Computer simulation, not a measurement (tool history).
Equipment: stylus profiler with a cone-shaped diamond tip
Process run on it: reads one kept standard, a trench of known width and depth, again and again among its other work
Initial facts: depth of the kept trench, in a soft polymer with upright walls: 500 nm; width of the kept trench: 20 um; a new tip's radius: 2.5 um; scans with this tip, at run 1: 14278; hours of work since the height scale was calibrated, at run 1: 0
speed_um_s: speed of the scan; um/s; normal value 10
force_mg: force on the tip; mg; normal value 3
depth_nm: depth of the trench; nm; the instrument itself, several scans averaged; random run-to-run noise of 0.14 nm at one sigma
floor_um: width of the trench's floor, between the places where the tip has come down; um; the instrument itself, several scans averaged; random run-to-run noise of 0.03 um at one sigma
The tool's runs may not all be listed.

run,hour,speed_um_s,force_mg,scans with this tip,hours of work since the height scale was calibrated,depth_nm,floor_um
1,0,10,3,14278,0,504.13,15.76
2,57.7,10,3,14662,46,503.72,15.74
3,94.8,10,3,14909,76,503.51,15.69
4,159.2,10,3,15338,127,503.57,15.72
5,241.3,10,4.84,15884,193,505.05,15.7
6,314.3,10,3,16370,251,503.27,15.63
7,371.3,10,1.1,16749,297,501.86,15.6
8,455.2,10,1.1,17308,364,501.25,15.47
9,524.6,17,3,17770,419,503.11,15.47
10,564.9,17,3,18038,452,503.06,15.49
11,618.3,17,3,18393,494,503.04,15.41
12,689.4,4,3,18866,551,502.74,15.45
13,755.7,4,3,19308,604,502.5,15.44
14,811.3,40,3,19678,649,502.38,15.25
15,886.4,10,3,20178,709,502.56,15.34
16,944.2,10,3,20563,755,502.49,15.34
17,1032.5,10,3,21150,826,501.97,15.29
18,1112.5,10,3,21683,889,502.1,15.22
19,1203.4,10,3,22288,962,501.77,15.21
20,1260.2,10,3,22666,1008,501.89,15.16
21,1299.4,10,3,22927,1039,501.73,15.14
22,1363.3,10,3,23352,1090,501.68,15.16
23,1405.6,10,3,23633,1124,501.7,15.11
24,1449.8,30,1.36,23928,1159,499.96,14.89
25,1512.6,30,1.36,24346,1209,499.5,14.87
26,1575.8,2,1.58,24766,1260,499.87,15.07
27,1640.8,3,1.96,25199,1312,499.92,15.05
28,1712.5,7,2.8,25676,1369,500.97,14.96
29,1758.4,5,6.57,25982,1406,503.42,14.96
30,1838,34,3.59,26512,1470,501.16,14.83
31,1928.7,7,3,27115,1542,500.81,14.96
32,2010.8,7,3,27662,1608,500.48,14.87
33,2082,3,3.07,28135,1665,500.24,14.84
34,2119.4,3,3.07,28385,1695,500.49,14.84
# hour 2137.2: height scale calibrated on a step standard
35,2196.5,3,3.07,28894,47,503.42,14.85
36,2288.7,35,5.54,29508,121,505.36,14.61
37,2378,35,5.54,30103,193,505.17,14.64
38,2417.8,10,8.45,30368,224,506.85,14.69
39,2502.8,10,8.45,30933,292,506.84,14.67
40,2587.3,10,8.45,31496,360,506.5,14.61
41,2639.7,9,1.09,31844,402,500.9,14.62
42,2684.1,3,6.72,32140,437,505.17,14.64
43,2764.6,5,1.44,32676,502,501,14.62

Some steps in depth_nm, run to run, broken into two amounts with sign: the step expected even without the hidden condition (settings, incoming material, random variation), and the rest, left for the hidden condition together with whatever gauge scatter is not in both the measured and the hidden-condition-free result:
The hidden state here: radius of the tip, um; height scale over the true one, %; drift of the gauge itself on depth_nm, %; drift of the gauge itself on floor_um, %.
Run 34 -> 35: height scale calibrated on a step standard. depth_nm +2.93 nm: hidden state +3.14, all else -0.21.
Run 35 -> 36: speed_um_s 3 -> 35, force_mg 3.07 -> 5.54. depth_nm +1.94 nm: hidden state -0.16, all else +2.1.
Run 36 -> 37: no setting changed, nothing entered. depth_nm -0.19 nm: hidden state -0.17, all else -0.02.
Run 40 -> 41: speed_um_s 10 -> 9, force_mg 8.45 -> 1.09. depth_nm -5.6 nm: hidden state -0.09, all else -5.51.
Run 41 -> 42: speed_um_s 9 -> 3, force_mg 1.09 -> 6.72. depth_nm +4.27 nm: hidden state -0.09, all else +4.36.
Run 42 -> 43: speed_um_s 3 -> 5, force_mg 6.72 -> 1.44. depth_nm -4.17 nm: hidden state -0.15, all else -4.02.
